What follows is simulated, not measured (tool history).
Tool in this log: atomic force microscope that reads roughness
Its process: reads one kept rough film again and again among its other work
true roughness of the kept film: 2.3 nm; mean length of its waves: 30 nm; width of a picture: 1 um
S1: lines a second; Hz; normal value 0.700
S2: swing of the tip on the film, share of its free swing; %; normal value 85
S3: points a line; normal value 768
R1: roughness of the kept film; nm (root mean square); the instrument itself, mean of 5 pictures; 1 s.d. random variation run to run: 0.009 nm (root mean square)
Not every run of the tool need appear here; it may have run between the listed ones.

run 1 hour=0.0 | S1=0.700 S2=85 S3=768 | R1=1.748
run 2 hour=26.5 | S1=0.618 S2=85 S3=768 | R1=2.026
run 3 hour=60.0 | S1=0.618 S2=85 S3=768 | R1=1.825
run 4 hour=85.6 | S1=0.700 S2=85 S3=534 | R1=1.680
run 5 hour=112.1 | S1=0.700 S2=73 S3=768 | R1=1.977
run 6 hour=130.6 | S1=0.700 S2=73 S3=768 | R1=1.874
run 7 hour=144.3 | S1=0.700 S2=73 S3=768 | R1=1.786
run 8 hour=158.4 | S1=0.700 S2=85 S3=768 | R1=1.662
run 9 hour=181.1 | S1=0.700 S2=85 S3=768 | R1=1.947
run 10 hour=207.6 | S1=0.700 S2=85 S3=768 | R1=1.808
run 11 hour=237.6 | S1=0.700 S2=85 S3=768 | R1=1.645
run 12 hour=262.9 | S1=0.700 S2=85 S3=768 | R1=1.862
run 13 hour=291.7 | S1=0.700 S2=85 S3=768 | R1=1.710
run 14 hour=306.6 | S1=1.551 S2=85 S3=768 | R1=1.530
run 15 hour=323.7 | S1=0.700 S2=85 S3=768 | R1=1.949
run 16 hour=343.4 | S1=0.700 S2=85 S3=768 | R1=1.825
run 17 hour=358.4 | S1=0.700 S2=85 S3=768 | R1=1.749
run 18 hour=384.0 | S1=0.700 S2=85 S3=351 | R1=1.616
run 19 hour=403.6 | S1=0.504 S2=82 S3=351 | R1=1.946
run 20 hour=436.1 | S1=1.811 S2=67 S3=410 | R1=1.719
run 21 hour=463.1 | S1=0.700 S2=64 S3=616 | R1=2.062
run 22 hour=483.7 | S1=0.700 S2=64 S3=616 | R1=1.910
run 23 hour=512.6 | S1=0.700 S2=64 S3=616 | R1=1.768
run 24 hour=539.3 | S1=0.700 S2=64 S3=616 | R1=2.026
run 25 hour=566.0 | S1=0.700 S2=61 S3=587 | R1=1.895
run 26 hour=594.2 | S1=2.031 S2=86 S3=831 | R1=1.505
run 27 hour=624.5 | S1=2.704 S2=57 S3=607 | R1=1.901
run 28 hour=638.6 | S1=1.645 S2=85 S3=600 | R1=1.686
run 29 hour=655.9 | S1=0.700 S2=58 S3=768 | R1=1.790
run 30 hour=684.4 | S1=0.854 S2=72 S3=544 | R1=1.970
run 31 hour=700.1 | S1=0.854 S2=72 S3=517 | R1=1.896
run 32 hour=726.4 | S1=0.854 S2=65 S3=517 | R1=1.768
run 33 hour=743.5 | S1=0.854 S2=65 S3=517 | R1=1.687

Withheld: 10 entries from between the runs. Position of each, and hidden state at the listed run before versus the listed run after:
In the gap between runs 1 and 2: new tip fitted (hour 25.5)
  radius of the tip, nm: 23.7 -> 7.3; height scale over the true one, %: -0.07 -> -0.08
  difference, measured minus the result without the unlogged condition, R1: -0.276 -> -0.008 nm (root mean square)
In the gap between runs 4 and 5: new tip fitted (hour 97.6)
  radius of the tip, nm: 28.9 -> 12; height scale over the true one, %: -0.1 -> -0.11
  difference, measured minus the result without the unlogged condition, R1: -0.347 -> -0.095 nm (root mean square)
In the gap between runs 8 and 9: new tip fitted (hour 169.9)
  radius of the tip, nm: 29.6 -> 11.3; height scale over the true one, %: -0.12 -> -0.13
  difference, measured minus the result without the unlogged condition, R1: -0.356 -> -0.081 nm (root mean square)
In the gap between runs 11 and 12: new tip fitted (hour 241.2)
  radius of the tip, nm: 30.9 -> 15.5; height scale over the true one, %: -0.15 -> -0.16
  difference, measured minus the result without the unlogged condition, R1: -0.375 -> -0.153 nm (root mean square)
In the gap between runs 14 and 15: new tip fitted (hour 314.5)
  radius of the tip, nm: 30.9 -> 11; height scale over the true one, %: -0.17 -> -0.18
  difference, measured minus the result without the unlogged condition, R1: -0.349 -> -0.077 nm (root mean square)
In the gap between runs 18 and 19: new tip fitted (hour 387.2)
  radius of the tip, nm: 32.3 -> 12.6; height scale over the true one, %: -0.19 -> -0.2
  difference, measured minus the result without the unlogged condition, R1: -0.390 -> -0.107 nm (root mean square)
In the gap between runs 20 and 21: new tip fitted (hour 458.2)
  radius of the tip, nm: 23.7 -> 9.1; height scale over the true one, %: -0.21 -> -0.22
  difference, measured minus the result without the unlogged condition, R1: -0.276 -> -0.046 nm (root mean square)
In the gap between runs 23 and 24: new tip fitted (hour 529.9)
  radius of the tip, nm: 27.3 -> 10.6
  difference, measured minus the result without the unlogged condition, R1: -0.342 -> -0.074 nm (root mean square)
In the gap between runs 26 and 27: new tip fitted (hour 602.6)
  radius of the tip, nm: 28.8 -> 14.7; height scale over the true one, %: -0.26 -> -0.27
  difference, measured minus the result without the unlogged condition, R1: -0.314 -> -0.143 nm (root mean square)
In the gap between runs 29 and 30: new tip fitted (hour 675.4)
  radius of the tip, nm: 25 -> 11; height scale over the true one, %: -0.28 -> -0.29
  difference, measured minus the result without the unlogged condition, R1: -0.311 -> -0.081 nm (root mean square)
